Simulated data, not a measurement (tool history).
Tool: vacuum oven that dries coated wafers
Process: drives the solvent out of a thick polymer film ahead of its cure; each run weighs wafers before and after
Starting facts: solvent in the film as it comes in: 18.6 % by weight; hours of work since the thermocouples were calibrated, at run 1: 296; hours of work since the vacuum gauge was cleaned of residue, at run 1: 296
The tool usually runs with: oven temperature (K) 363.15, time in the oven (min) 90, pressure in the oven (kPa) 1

| run | hour | oven temperature (K) | time in the oven (min) | pressure in the oven (kPa) | hours of work since the thermocouples were calibrated | hours of work since the vacuum gauge was cleaned of residue | solvent left in the film (%) |
|---|---|---|---|---|---|---|---|
| 1 | 0 | 363.15 | 90 | 1 | 296 | 296 | 1.23 |
| 2 | 15.8 | 363.15 | 90 | 1 | 307 | 307 | 1.18 |
| 3 | 40.1 | 363.15 | 90 | 2.47 | 324 | 324 | 1.86 |
| 4 | 56.7 | 363.15 | 90 | 0.61 | 336 | 336 | 1.03 |
| 5 | 80.7 | 363.15 | 90 | 1 | 353 | 353 | 1.14 |
| 6 | 100.6 | 363.15 | 90 | 1 | 367 | 367 | 1.23 |
| 7 | 122.2 | 363.15 | 90 | 1 | 382 | 382 | 1.19 |
| 8 | 149.5 | 363.15 | 74 | 1 | 401 | 401 | 1.7 |
| 9 | 164.6 | 363.15 | 47 | 1 | 412 | 412 | 3.54 |
| 10 | 186.5 | 363.15 | 47 | 1 | 427 | 427 | 3.58 |
| 11 | 210.8 | 363.15 | 146 | 1 | 444 | 444 | 0.58 |
| 12 | 230.6 | 376.15 | 50 | 0.96 | 458 | 458 | 0.49 |
|  | 235 | oven's thermocouples calibrated |
| 13 | 244.8 | 376.15 | 62 | 2.3 | 7 | 467 | 0.75 |
| 14 | 274 | 374.15 | 57 | 1.34 | 27 | 487 | 0.62 |
| 15 | 295.1 | 373.15 | 57 | 1.34 | 42 | 502 | 0.71 |
| 16 | 315.6 | 363.15 | 73 | 1 | 57 | 516 | 1.79 |
| 17 | 334.1 | 360.15 | 90 | 2.6 | 70 | 529 | 2.69 |
|  | 348.6 | oven's thermocouples calibrated, once more |
| 18 | 351.3 | 360.15 | 90 | 2.6 | 2 | 540 | 2.66 |
| 19 | 364.1 | 363.15 | 90 | 1.64 | 11 | 549 | 1.52 |

Consider 3 possible next runs. They are alternatives, not a sequence: every one starts from the tool as it was left by run 19. What does each give?
| A | 383.9 | 371.15 | 115 | 0.7 | 25 | 563 | ? |
| B | 383.9 | 363.15 | 68 | 1.64 | 25 | 563 | ? |
| C | 383.9 | 370.15 | 90 | 1.95 | 25 | 563 | ? |

| run | solvent left in the film (%) |
|---|---|
| A | 0.26 |
| B | 2.29 |
| C | 0.83 |
What these runs would have given with no unlogged condition in the tool:
| run | solvent left in the film (%) |
|---|---|
| A | 0.23 |
| B | 2.28 |
| C | 0.81 |
